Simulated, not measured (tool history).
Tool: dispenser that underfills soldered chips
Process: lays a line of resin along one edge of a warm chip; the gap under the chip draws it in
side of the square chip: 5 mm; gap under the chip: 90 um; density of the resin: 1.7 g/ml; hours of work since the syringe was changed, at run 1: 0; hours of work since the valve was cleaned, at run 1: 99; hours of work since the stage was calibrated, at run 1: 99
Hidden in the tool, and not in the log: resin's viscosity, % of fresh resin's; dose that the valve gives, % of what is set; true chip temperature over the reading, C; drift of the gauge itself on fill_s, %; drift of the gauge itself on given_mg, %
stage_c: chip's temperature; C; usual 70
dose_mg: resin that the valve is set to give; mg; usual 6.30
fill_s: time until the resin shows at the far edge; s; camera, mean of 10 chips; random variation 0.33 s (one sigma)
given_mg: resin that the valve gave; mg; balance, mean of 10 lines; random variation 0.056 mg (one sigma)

run    day  stage_c  dose_mg  hours of work since the syringe was changed  hours of work since the valve was cleaned  hours of work since the stage was calibrated  fill_s  given_mg
  1  0.000       70     6.30                                            0                                         99                                            99    15.6      5.85
  2  0.229       70     7.45                                            4                                        103                                           103    17.4      6.83
  3  0.508       70     7.45                                            8                                        108                                           108    20.1      6.72
  4  0.642       70     7.45                                           11                                        110                                           110    21.8      6.75
     0.733  -- new syringe of resin
  5  0.871       67     7.45                                            2                                        114                                           114    19.3      6.69
  6  1.000       67     7.45                                            4                                        116                                           116    20.6      6.73
  7  1.208       67     7.45                                            8                                        119                                           119    22.4      6.74
     1.296  -- dispensing valve cleaned and set on the balance
  8  1.442       70     6.30                                           11                                          2                                           122    22.4      6.16
     1.500  -- new syringe of resin
  9  1.700       70     6.30                                            3                                          7                                           127    17.5      6.28
 10  1.850       70     6.30                                            6                                          9                                           129    18.2      6.22
 11  1.971       70     6.30                                            8                                         11                                           131    19.6      6.31
 12  2.162       70     6.30                                           11                                         14                                           134    22.6      6.22
     2.238  -- new syringe of resin
 13  2.417       70     6.30                                            3                                         18                                           138    16.8      6.17
 14  2.554       70     6.30                                            5                                         20                                           140    18.9      6.10
 15  2.821       70     6.30                                           10                                         25                                           145    21.0      6.20
     2.962  -- new syringe of resin
 16  3.092       70     6.30                                            2                                         29                                           149    16.8      6.13
 17  3.367       70     7.48                                            7                                         34                                           154    19.1      7.21
 18  3.517       70     7.48                                            9                                         36                                           156    20.5      7.17
 19  3.654       81     6.30                                           11                                         39                                           159    13.1      5.96
     3.692  -- new syringe of resin
 20  3.908       58     5.78                                            4                                         42                                           163    35.2      5.62
 21  4.183       70     5.66                                            8                                         47                                           167    21.4      5.49
 22  4.350       76     6.01                                           11                                         50                                           170    16.6      5.75
     4.429  -- new syringe of resin
 23  4.479       76     6.01                                            1                                         52                                           172    11.0      5.75
 24  4.679       56     6.30                                            4                                         55                                           175    38.4      6.03
 25  4.829       56     6.30                                            7                                         58                                           178    41.0      6.00
 26  5.079       83     6.22                                           11                                         62                                           182    11.3      5.91
     5.158  -- new syringe of resin
 27  5.208       79     7.52                                            1                                         64                                           184    10.3      7.11
 28  5.321       57     6.56                                            3                                         66                                           186    34.2      6.30
 29  5.517       57     6.56                                            6                                         69                                           189    37.9      6.17
 30  5.658       82     5.99                                            8                                         71                                           191    11.6      5.64
     5.892  -- new syringe of resin
 31  5.912       65     7.56                                            0                                         75                                           195    20.4      7.07
 32  6.142       77     5.93                                            4                                         79                                           199    12.7      5.60
 33  6.388       77     5.93                                            8                                         83                                           203    14.6      5.48
     6.612  -- new syringe of resin
 34  6.617       77     5.93                                            0                                         87                                           207    10.8      5.40
 35  6.871       70     6.28                                            4                                         91                                           211    18.4      5.83
 36  7.029       75     7.71                                            7                                         93                                           213    14.9      7.17

Hidden state at the last listed run before each entry between runs and at the first one after, where it differs:
Between runs 4 and 5: new syringe of resin (day 0.733)
  resin's viscosity, % of fresh resin's: 140.2 -> 107.7; dose that the valve gives, % of what is set: 90.91 -> 90.59; true chip temperature over the reading, C: -0.67 -> -0.69
  measured less the result without the state, fill_s: +6.9 -> +2.1 s; given_mg: -0.68 -> -0.70 mg
Between runs 7 and 8: dispensing valve cleaned and set on the balance (day 1.296)
  resin's viscosity, % of fresh resin's: 128.2 -> 141.6; dose that the valve gives, % of what is set: 90.16 -> 99.67; true chip temperature over the reading, C: -0.72 -> -0.74
  measured less the result without the state, fill_s: +5.8 -> +7.1 s; given_mg: -0.73 -> -0.02 mg
Between runs 8 and 9: new syringe of resin (day 1.500)
  resin's viscosity, % of fresh resin's: 141.6 -> 111.8; dose that the valve gives, % of what is set: 99.67 -> 99.33; true chip temperature over the reading, C: -0.74 -> -0.76
  measured less the result without the state, fill_s: +7.1 -> +2.5 s; given_mg: -0.02 -> -0.04 mg
Between runs 12 and 13: new syringe of resin (day 2.238)
  resin's viscosity, % of fresh resin's: 142.1 -> 109.5; dose that the valve gives, % of what is set: 98.66 -> 98.3; true chip temperature over the reading, C: -0.8 -> -0.82
  measured less the result without the state, fill_s: +7.4 -> +2.1 s; given_mg: -0.08 -> -0.11 mg
Between runs 15 and 16: new syringe of resin (day 2.962)
  resin's viscosity, % of fresh resin's: 135.1 -> 107.6; dose that the valve gives, % of what is set: 97.76 -> 97.39; true chip temperature over the reading, C: -0.86 -> -0.88
  measured less the result without the state, fill_s: +6.2 -> +2.0 s; given_mg: -0.14 -> -0.17 mg
Between runs 19 and 20: new syringe of resin (day 3.692)
  resin's viscosity, % of fresh resin's: 144.2 -> 114; dose that the valve gives, % of what is set: 96.64 -> 96.31; true chip temperature over the reading, C: -0.93 -> -0.95
  measured less the result without the state, fill_s: +4.4 -> +6.0 s; given_mg: -0.21 -> -0.22 mg
Between runs 22 and 23: new syringe of resin (day 4.429)
  resin's viscosity, % of fresh resin's: 143.5 -> 101.5; dose that the valve gives, % of what is set: 95.69 -> 95.52; true chip temperature over the reading, C: -0.99 -> -1
  measured less the result without the state, fill_s: +5.7 -> +0.8 s; given_mg: -0.26 -> -0.27 mg
Between runs 26 and 27: new syringe of resin (day 5.158)
  resin's viscosity, % of fresh resin's: 138.7 -> 102.3; dose that the valve gives, % of what is set: 94.7 -> 94.53; true chip temperature over the reading, C: -1.05 -> -1.06
  measured less the result without the state, fill_s: +3.7 -> +0.7 s; given_mg: -0.33 -> -0.41 mg
Between runs 30 and 31: new syringe of resin (day 5.892)
  resin's viscosity, % of fresh resin's: 129.2 -> 99.4; dose that the valve gives, % of what is set: 93.93 -> 93.6; true chip temperature over the reading, C: -1.09 -> -1.11
  measured less the result without the state, fill_s: +3.1 -> +1.1 s; given_mg: -0.36 -> -0.49 mg
Between runs 33 and 34: new syringe of resin (day 6.612)
  resin's viscosity, % of fresh resin's: 127 -> 101; dose that the valve gives, % of what is set: 92.97 -> 92.62; true chip temperature over the reading, C: -1.15 -> -1.17
  measured less the result without the state, fill_s: +3.8 -> +0.9 s; given_mg: -0.42 -> -0.43 mg
